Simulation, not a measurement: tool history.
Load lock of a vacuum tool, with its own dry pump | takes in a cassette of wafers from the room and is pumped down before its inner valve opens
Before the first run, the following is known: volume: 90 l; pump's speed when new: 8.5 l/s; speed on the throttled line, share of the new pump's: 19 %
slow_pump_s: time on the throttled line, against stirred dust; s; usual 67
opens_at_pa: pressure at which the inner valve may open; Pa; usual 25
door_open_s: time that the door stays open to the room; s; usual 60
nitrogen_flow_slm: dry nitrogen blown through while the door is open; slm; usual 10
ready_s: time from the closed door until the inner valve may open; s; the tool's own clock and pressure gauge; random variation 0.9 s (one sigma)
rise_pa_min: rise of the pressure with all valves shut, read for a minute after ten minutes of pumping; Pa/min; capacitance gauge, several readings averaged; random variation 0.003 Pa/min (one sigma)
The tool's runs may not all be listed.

run,day,slow_pump_s,opens_at_pa,door_open_s,nitrogen_flow_slm,"incoming humidity of the room's air, %",ready_s,rise_pa_min
1,0,67,25,60,10,44.3,141.9,0.037
2,24.379,67,25,60,10,44.7,142.6,0.038
# day 26.921: door's seal changed, seat wiped
3,42.433,67,25,60,10,45,144.8,0.037
4,65.875,67,25,60,10,50.2,142.9,0.039
5,81.404,67,25,60,10,47.4,141.1,0.037
# day 95.062: dry pump taken out, an overhauled one fitted
6,103.829,67,25,60,10,44.5,141.7,0.032
7,117.271,67,23,60,10,42.3,143.8,0.027
8,137.1,67,23,60,23,47.9,143.5,0.029
9,165.354,67,23,60,23,45.5,144.5,0.025
10,178.529,67,23,60,23,44,142.3,0.031
11,191.375,67,25,42,10,44.1,143.1,0.03
12,216.338,67,26,42,6,47.2,141.3,0.034
13,230.575,94,25,190,10,43.1,163.8,0.054
14,255.262,67,25,60,10,40.5,142.3,0.03
# day 268.912: door's seal changed, seat wiped
15,281.05,67,32,153,13,43.8,138.6,0.044
16,300.242,67,32,153,13,45.8,138.5,0.045
17,328.375,67,32,153,13,46.8,140.2,0.045
18,357.708,117,38,60,10,44.4,178.1,0.032
19,373.762,117,32,180,22,43.5,180.2,0.044
20,392.971,39,35,111,10,44.7,116.5,0.041
21,412.788,39,35,111,10,43.4,114.5,0.036

Some steps in rise_pa_min between neighbouring runs. How much of each would the tool show without its hidden state too (settings, what came in, random variation), and how much is left for the hidden state, with any gauge scatter that isn't in both results?
Hidden conditions of the tool in this case: pump's speed, % of a new pump's; leak at the door's seal, Pa l/s; drift of the gauge itself on ready_s, %; drift of the gauge itself on rise_pa_min, %.
Run 2 -> 3: door's seal changed, seat wiped. rise_pa_min -0.001 Pa/min: hidden state -0.003, all else +0.002.
Run 12 -> 13: slow_pump_s 67 -> 94, opens_at_pa 26 -> 25, door_open_s 42 -> 190, nitrogen_flow_slm 6 -> 10. rise_pa_min +0.02 Pa/min: hidden state +0, all else +0.02.
Run 13 -> 14: slow_pump_s 94 -> 67, door_open_s 190 -> 60. rise_pa_min -0.024 Pa/min: hidden state +0, all else -0.024.
Run 14 -> 15: opens_at_pa 25 -> 32, door_open_s 60 -> 153, nitrogen_flow_slm 10 -> 13, door's seal changed, seat wiped. rise_pa_min +0.014 Pa/min: hidden state -0.002, all else +0.016.
